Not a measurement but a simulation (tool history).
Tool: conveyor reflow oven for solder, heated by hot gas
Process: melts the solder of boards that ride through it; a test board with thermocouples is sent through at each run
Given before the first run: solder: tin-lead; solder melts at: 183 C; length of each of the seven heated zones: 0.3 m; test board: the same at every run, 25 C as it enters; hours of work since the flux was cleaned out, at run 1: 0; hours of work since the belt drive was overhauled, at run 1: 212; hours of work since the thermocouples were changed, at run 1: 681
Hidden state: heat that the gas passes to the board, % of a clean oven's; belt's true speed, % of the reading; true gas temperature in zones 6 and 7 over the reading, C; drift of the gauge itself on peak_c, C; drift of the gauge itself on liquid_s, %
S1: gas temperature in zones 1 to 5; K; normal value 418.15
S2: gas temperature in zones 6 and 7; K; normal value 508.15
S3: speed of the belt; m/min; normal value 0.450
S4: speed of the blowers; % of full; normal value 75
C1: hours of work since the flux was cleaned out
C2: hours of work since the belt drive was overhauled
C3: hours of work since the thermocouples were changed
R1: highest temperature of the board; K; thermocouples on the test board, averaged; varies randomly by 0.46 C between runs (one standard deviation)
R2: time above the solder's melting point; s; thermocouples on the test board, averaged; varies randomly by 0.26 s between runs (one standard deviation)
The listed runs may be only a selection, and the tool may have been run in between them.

run,hour,S1,S2,S3,S4,C1,C2,C3,R1,R2
1,0.0,418.15,508.15,0.450,75,0,212,681,497.55,68.7
2,72.8,418.15,508.15,0.450,75,57,269,737,498.05,68.6
3,111.6,418.15,508.15,0.450,75,87,299,768,497.35,69.1
4,165.3,418.15,508.15,0.450,75,129,341,810,497.25,69.1
5,227.8,417.15,508.15,0.450,75,178,390,858,497.35,68.6
6,291.4,418.15,508.15,0.450,75,228,439,908,497.85,68.5
# hour 353.5: flux residue cleaned out of gas plates and filters
7,380.3,418.15,508.15,0.450,65,21,505,974,494.95,67.4
8,431.5,418.15,508.15,0.450,65,61,545,1013,495.95,67.2
9,476.8,418.15,508.15,0.450,65,96,580,1049,495.35,66.9
10,515.8,414.15,520.15,0.374,88,127,611,1079,514.95,91.2
11,587.5,418.15,504.15,0.450,74,183,667,1135,493.65,66.0
12,635.5,418.15,498.15,0.450,89,220,704,1173,489.85,65.3
# hour 707.1: flux residue cleaned out of gas plates and filters
13,707.1,414.15,508.15,0.439,85,0,756,1225,499.25,70.3
# hour 750.6: thermocouples of zones 6 and 7 changed
14,795.8,412.15,520.15,0.493,85,68,824,35,507.35,65.7
15,878.7,417.15,516.15,0.416,75,132,888,100,507.45,79.1
16,940.3,418.15,508.15,0.450,86,181,937,148,499.45,70.1

Here are 3 independent what-if runs from the current tool condition. What would each one return?
A,1022.8,416.15,521.15,0.462,75,245,1001,213,?,?
B,1022.8,418.15,497.15,0.406,63,245,1001,213,?,?
C,1022.8,418.15,522.15,0.450,56,245,1001,213,?,?

run,R1,R2
A,508.85,72.2
B,487.35,69.5
C,506.15,72.9
Without the tool's unlogged condition, the same runs would have read:
run,R1,R2
A,508.95,72.2
B,487.35,69.5
C,506.15,72.8

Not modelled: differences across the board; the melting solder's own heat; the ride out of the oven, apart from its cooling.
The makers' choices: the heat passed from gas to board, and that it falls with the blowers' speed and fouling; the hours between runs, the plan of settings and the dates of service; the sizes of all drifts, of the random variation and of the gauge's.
